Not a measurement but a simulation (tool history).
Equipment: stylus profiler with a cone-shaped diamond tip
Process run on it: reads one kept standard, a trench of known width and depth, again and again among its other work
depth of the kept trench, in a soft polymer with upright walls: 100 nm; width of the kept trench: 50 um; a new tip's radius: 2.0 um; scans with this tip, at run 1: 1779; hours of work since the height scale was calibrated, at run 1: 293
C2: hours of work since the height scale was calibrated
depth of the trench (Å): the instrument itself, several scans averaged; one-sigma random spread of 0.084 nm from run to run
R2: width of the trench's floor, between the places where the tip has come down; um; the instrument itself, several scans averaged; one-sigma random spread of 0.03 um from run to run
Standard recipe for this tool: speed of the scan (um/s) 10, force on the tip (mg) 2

run 1 hour=0 | speed_of_the_scan_(um/s)=10 force_on_the_tip_(mg)=2 | scans_with_this_tip=1779 C2=293 | depth_of_the_trench_(Å)=1009.6 R2=48.77
run 2 hour=37.7 | speed_of_the_scan_(um/s)=10 force_on_the_tip_(mg)=3.32 | scans_with_this_tip=1891 C2=311 | depth_of_the_trench_(Å)=1013.6 R2=48.74
run 3 hour=67.6 | speed_of_the_scan_(um/s)=10 force_on_the_tip_(mg)=3.32 | scans_with_this_tip=1980 C2=326 | depth_of_the_trench_(Å)=1014.4 R2=48.7
run 4 hour=110.1 | speed_of_the_scan_(um/s)=10 force_on_the_tip_(mg)=2 | scans_with_this_tip=2105 C2=347 | depth_of_the_trench_(Å)=1008.5 R2=48.69
run 5 hour=159.5 | speed_of_the_scan_(um/s)=10 force_on_the_tip_(mg)=3.03 | scans_with_this_tip=2252 C2=371 | depth_of_the_trench_(Å)=1012.1 R2=48.7
run 6 hour=192.9 | speed_of_the_scan_(um/s)=10 force_on_the_tip_(mg)=3.03 | scans_with_this_tip=2351 C2=387 | depth_of_the_trench_(Å)=1011.7 R2=48.69
run 7 hour=228.7 | speed_of_the_scan_(um/s)=10 force_on_the_tip_(mg)=5.32 | scans_with_this_tip=2457 C2=405 | depth_of_the_trench_(Å)=1018.6 R2=48.73
run 8 hour=257 | speed_of_the_scan_(um/s)=10 force_on_the_tip_(mg)=5.32 | scans_with_this_tip=2541 C2=418 | depth_of_the_trench_(Å)=1018.6 R2=48.66
run 9 hour=288.5 | speed_of_the_scan_(um/s)=10 force_on_the_tip_(mg)=5.32 | scans_with_this_tip=2634 C2=434 | depth_of_the_trench_(Å)=1018.2 R2=48.69
run 10 hour=342.4 | speed_of_the_scan_(um/s)=10 force_on_the_tip_(mg)=5.32 | scans_with_this_tip=2794 C2=460 | depth_of_the_trench_(Å)=1019 R2=48.73
run 11 hour=377.3 | speed_of_the_scan_(um/s)=10 force_on_the_tip_(mg)=5.32 | scans_with_this_tip=2897 C2=477 | depth_of_the_trench_(Å)=1018.9 R2=48.69
run 12 hour=416.2 | speed_of_the_scan_(um/s)=10 force_on_the_tip_(mg)=5.32 | scans_with_this_tip=3013 C2=496 | depth_of_the_trench_(Å)=1017.5 R2=48.72
run 13 hour=464.9 | speed_of_the_scan_(um/s)=10 force_on_the_tip_(mg)=5.32 | scans_with_this_tip=3157 C2=520 | depth_of_the_trench_(Å)=1019.1 R2=48.68
run 14 hour=512.8 | speed_of_the_scan_(um/s)=10 force_on_the_tip_(mg)=5.32 | scans_with_this_tip=3299 C2=543 | depth_of_the_trench_(Å)=1018 R2=48.7
run 15 hour=537.8 | speed_of_the_scan_(um/s)=10 force_on_the_tip_(mg)=2 | scans_with_this_tip=3373 C2=556 | depth_of_the_trench_(Å)=1009.3 R2=48.75
run 16 hour=569.8 | speed_of_the_scan_(um/s)=10 force_on_the_tip_(mg)=5.28 | scans_with_this_tip=3468 C2=571 | depth_of_the_trench_(Å)=1017.8 R2=48.72
run 17 hour=621.2 | speed_of_the_scan_(um/s)=10 force_on_the_tip_(mg)=1.91 | scans_with_this_tip=3620 C2=596 | depth_of_the_trench_(Å)=1008.3 R2=48.72
run 18 hour=651.8 | speed_of_the_scan_(um/s)=8 force_on_the_tip_(mg)=1.91 | scans_with_this_tip=3711 C2=611 | depth_of_the_trench_(Å)=1008.6 R2=48.65
run 19 hour=696.6 | speed_of_the_scan_(um/s)=8 force_on_the_tip_(mg)=1.91 | scans_with_this_tip=3844 C2=633 | depth_of_the_trench_(Å)=1009.1 R2=48.63
run 20 hour=736 | speed_of_the_scan_(um/s)=8 force_on_the_tip_(mg)=1.91 | scans_with_this_tip=3960 C2=652 | depth_of_the_trench_(Å)=1009 R2=48.66
run 21 hour=776 | speed_of_the_scan_(um/s)=10 force_on_the_tip_(mg)=2 | scans_with_this_tip=4079 C2=672 | depth_of_the_trench_(Å)=1010.9 R2=48.69
run 22 hour=811 | speed_of_the_scan_(um/s)=18 force_on_the_tip_(mg)=0.83 | scans_with_this_tip=4182 C2=689 | depth_of_the_trench_(Å)=1005.7 R2=48.62
run 23 hour=840.5 | speed_of_the_scan_(um/s)=10 force_on_the_tip_(mg)=4.03 | scans_with_this_tip=4270 C2=703 | depth_of_the_trench_(Å)=1014.8 R2=48.62
run 24 hour=874.9 | speed_of_the_scan_(um/s)=28 force_on_the_tip_(mg)=3.06 | scans_with_this_tip=4372 C2=720 | depth_of_the_trench_(Å)=1012.3 R2=48.59
run 25 hour=927.3 | speed_of_the_scan_(um/s)=9 force_on_the_tip_(mg)=4.12 | scans_with_this_tip=4527 C2=746 | depth_of_the_trench_(Å)=1015.2 R2=48.78
run 26 hour=969.8 | speed_of_the_scan_(um/s)=18 force_on_the_tip_(mg)=1.51 | scans_with_this_tip=4653 C2=766 | depth_of_the_trench_(Å)=1008.9 R2=48.66
run 27 hour=1015.9 | speed_of_the_scan_(um/s)=4 force_on_the_tip_(mg)=1.51 | scans_with_this_tip=4790 C2=789 | depth_of_the_trench_(Å)=1007.2 R2=48.73
run 28 hour=1056.2 | speed_of_the_scan_(um/s)=4 force_on_the_tip_(mg)=1.51 | scans_with_this_tip=4909 C2=809 | depth_of_the_trench_(Å)=1007.3 R2=48.81
run 29 hour=1090.3 | speed_of_the_scan_(um/s)=4 force_on_the_tip_(mg)=1.51 | scans_with_this_tip=5010 C2=825 | depth_of_the_trench_(Å)=1006.8 R2=48.72
run 30 hour=1114.2 | speed_of_the_scan_(um/s)=15 force_on_the_tip_(mg)=1.94 | scans_with_this_tip=5081 C2=837 | depth_of_the_trench_(Å)=1009.1 R2=48.58
run 31 hour=1140 | speed_of_the_scan_(um/s)=36 force_on_the_tip_(mg)=1.02 | scans_with_this_tip=5158 C2=849 | depth_of_the_trench_(Å)=1006.4 R2=48.49
run 32 hour=1186.2 | speed_of_the_scan_(um/s)=36 force_on_the_tip_(mg)=1.02 | scans_with_this_tip=5294 C2=872 | depth_of_the_trench_(Å)=1004.6 R2=48.51
run 33 hour=1238.3 | speed_of_the_scan_(um/s)=4 force_on_the_tip_(mg)=2 | scans_with_this_tip=5449 C2=897 | depth_of_the_trench_(Å)=1009.5 R2=48.74
run 34 hour=1274 | speed_of_the_scan_(um/s)=4 force_on_the_tip_(mg)=4.31 | scans_with_this_tip=5555 C2=915 | depth_of_the_trench_(Å)=1015.8 R2=48.73
run 35 hour=1312.7 | speed_of_the_scan_(um/s)=18 force_on_the_tip_(mg)=0.93 | scans_with_this_tip=5669 C2=934 | depth_of_the_trench_(Å)=1004.7 R2=48.61
run 36 hour=1344.5 | speed_of_the_scan_(um/s)=22 force_on_the_tip_(mg)=2 | scans_with_this_tip=5764 C2=949 | depth_of_the_trench_(Å)=1008.7 R2=48.54
run 37 hour=1370.2 | speed_of_the_scan_(um/s)=3 force_on_the_tip_(mg)=1.9 | scans_with_this_tip=5840 C2=962 | depth_of_the_trench_(Å)=1009.2 R2=48.7
run 38 hour=1407.6 | speed_of_the_scan_(um/s)=18 force_on_the_tip_(mg)=0.77 | scans_with_this_tip=5951 C2=980 | depth_of_the_trench_(Å)=1003.9 R2=48.59
run 39 hour=1446.2 | speed_of_the_scan_(um/s)=18 force_on_the_tip_(mg)=0.77 | scans_with_this_tip=6065 C2=999 | depth_of_the_trench_(Å)=1005.3 R2=48.59
run 40 hour=1489.5 | speed_of_the_scan_(um/s)=12 force_on_the_tip_(mg)=1.49 | scans_with_this_tip=6193 C2=1020 | depth_of_the_trench_(Å)=1008.7 R2=48.71
run 41 hour=1521.8 | speed_of_the_scan_(um/s)=4 force_on_the_tip_(mg)=1.58 | scans_with_this_tip=6289 C2=1036 | depth_of_the_trench_(Å)=1008.6 R2=48.69
run 42 hour=1548.2 | speed_of_the_scan_(um/s)=3 force_on_the_tip_(mg)=1.23 | scans_with_this_tip=6367 C2=1049 | depth_of_the_trench_(Å)=1006.5 R2=48.7

5 ways to go on from here, each from the tool as it stands after run 42. What would each give?
run A hour=1576.2 | speed_of_the_scan_(um/s)=3 force_on_the_tip_(mg)=1.23 | scans_with_this_tip=6450 C2=1062 | depth_of_the_trench_(Å)=? R2=?
run B hour=1576.2 | speed_of_the_scan_(um/s)=3 force_on_the_tip_(mg)=0.7 | scans_with_this_tip=6450 C2=1062 | depth_of_the_trench_(Å)=? R2=?
run C hour=1576.2 | speed_of_the_scan_(um/s)=2 force_on_the_tip_(mg)=5.9 | scans_with_this_tip=6450 C2=1062 | depth_of_the_trench_(Å)=? R2=?
run D hour=1576.2 | speed_of_the_scan_(um/s)=11 force_on_the_tip_(mg)=0.92 | scans_with_this_tip=6450 C2=1062 | depth_of_the_trench_(Å)=? R2=?
run E hour=1576.2 | speed_of_the_scan_(um/s)=3 force_on_the_tip_(mg)=1.3 | scans_with_this_tip=6450 C2=1062 | depth_of_the_trench_(Å)=? R2=?

run=A depth_of_the_trench_(Å)=1005.5 R2=48.71
run=B depth_of_the_trench_(Å)=1005.1 R2=48.77
run=C depth_of_the_trench_(Å)=1019.4 R2=48.74
run=D depth_of_the_trench_(Å)=1005 R2=48.7
run=E depth_of_the_trench_(Å)=1007.2 R2=48.75
Had the tool no hidden state, the same runs would have come out as:
run=A depth_of_the_trench_(Å)=1005.7 R2=48.71
run=B depth_of_the_trench_(Å)=1005.3 R2=48.78
run=C depth_of_the_trench_(Å)=1019.5 R2=48.74
run=D depth_of_the_trench_(Å)=1005.1 R2=48.7
run=E depth_of_the_trench_(Å)=1007.3 R2=48.75
